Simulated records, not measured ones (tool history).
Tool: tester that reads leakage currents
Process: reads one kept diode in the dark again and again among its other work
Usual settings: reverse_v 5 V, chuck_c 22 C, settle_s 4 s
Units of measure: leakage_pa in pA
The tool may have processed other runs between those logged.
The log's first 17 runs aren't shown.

{"run": 18, "hour": 2157.8, "reverse_v": 5, "chuck_c": 30, "settle_s": 4, "leakage_pa": 240.73}
{"run": 19, "hour": 2233.2, "reverse_v": 5, "chuck_c": 30, "settle_s": 4, "leakage_pa": 240.41}
{"run": 20, "hour": 2390.7, "reverse_v": 5, "chuck_c": 30, "settle_s": 4, "leakage_pa": 240.39}
{"run": 21, "hour": 2472.7, "reverse_v": 5, "chuck_c": 30, "settle_s": 4, "leakage_pa": 240.94}
{"run": 22, "hour": 2602.9, "reverse_v": 1.33, "chuck_c": 58, "settle_s": 0.78, "leakage_pa": 1401.62}
{"run": 23, "hour": 2691.1, "reverse_v": 1.84, "chuck_c": 53, "settle_s": 0.53, "leakage_pa": 1096.95}
{"run": 24, "hour": 2849.1, "reverse_v": 5, "chuck_c": 22, "settle_s": 4, "leakage_pa": 114.19}
{"hour": 2879.9, "done": "chuck's temperature calibrated"}
{"run": 25, "hour": 2960.4, "reverse_v": 4.66, "chuck_c": 22, "settle_s": 8.19, "leakage_pa": 111.07}
{"run": 26, "hour": 3111.1, "reverse_v": 3.05, "chuck_c": 38, "settle_s": 0.3, "leakage_pa": 397.6}
{"run": 27, "hour": 3288.4, "reverse_v": 1.77, "chuck_c": 22, "settle_s": 0.47, "leakage_pa": 74.39}
{"run": 28, "hour": 3431.6, "reverse_v": 11.22, "chuck_c": 23, "settle_s": 2.46, "leakage_pa": 178.43}
{"run": 29, "hour": 3606.9, "reverse_v": 11.22, "chuck_c": 23, "settle_s": 2.46, "leakage_pa": 178.22}
{"run": 30, "hour": 3773.8, "reverse_v": 5.9, "chuck_c": 23, "settle_s": 2.46, "leakage_pa": 135.61}
{"run": 31, "hour": 3872.1, "reverse_v": 8.3, "chuck_c": 34, "settle_s": 2.36, "leakage_pa": 428.01}
{"run": 32, "hour": 3996.5, "reverse_v": 2.04, "chuck_c": 25, "settle_s": 0.44, "leakage_pa": 104.59}
{"run": 33, "hour": 4136.5, "reverse_v": 2.24, "chuck_c": 33, "settle_s": 0.44, "leakage_pa": 224.36}
{"run": 34, "hour": 4220.1, "reverse_v": 7.49, "chuck_c": 22, "settle_s": 4.69, "leakage_pa": 135.69}
{"hour": 4308.7, "done": "chuck's temperature calibrated"}
{"run": 35, "hour": 4326.0, "reverse_v": 7.49, "chuck_c": 22, "settle_s": 4.69, "leakage_pa": 136.06}
{"run": 36, "hour": 4464.1, "reverse_v": 1.31, "chuck_c": 34, "settle_s": 4, "leakage_pa": 194.56}
{"run": 37, "hour": 4616.7, "reverse_v": 1.31, "chuck_c": 34, "settle_s": 4, "leakage_pa": 194.09}
{"run": 38, "hour": 4723.9, "reverse_v": 5, "chuck_c": 52, "settle_s": 9.72, "leakage_pa": 1554.15}

5 options for the next run, each taken on its own from the tool as it stands now. Forecast them:
{"run": "A", "hour": 4868.0, "reverse_v": 12.47, "chuck_c": 29, "settle_s": 9.72, "leakage_pa": "?"}
{"run": "B", "hour": 4868.0, "reverse_v": 10.25, "chuck_c": 22, "settle_s": 4, "leakage_pa": "?"}
{"run": "C", "hour": 4868.0, "reverse_v": 4.86, "chuck_c": 21, "settle_s": 9.72, "leakage_pa": "?"}
{"run": "D", "hour": 4868.0, "reverse_v": 1.34, "chuck_c": 52, "settle_s": 9.72, "leakage_pa": "?"}
{"run": "E", "hour": 4868.0, "reverse_v": 5, "chuck_c": 37, "settle_s": 9.72, "leakage_pa": "?"}

run=A leakage_pa=324.52
run=B leakage_pa=155.79
run=C leakage_pa=102.53
run=D leakage_pa=887.98
run=E leakage_pa=446.96
The same runs, with their run-to-run variation unchanged, on a tool lacking any hidden condition would have given:
run=A leakage_pa=324.94
run=B leakage_pa=155.96
run=C leakage_pa=102.66
run=D leakage_pa=889.33
run=E leakage_pa=447.64
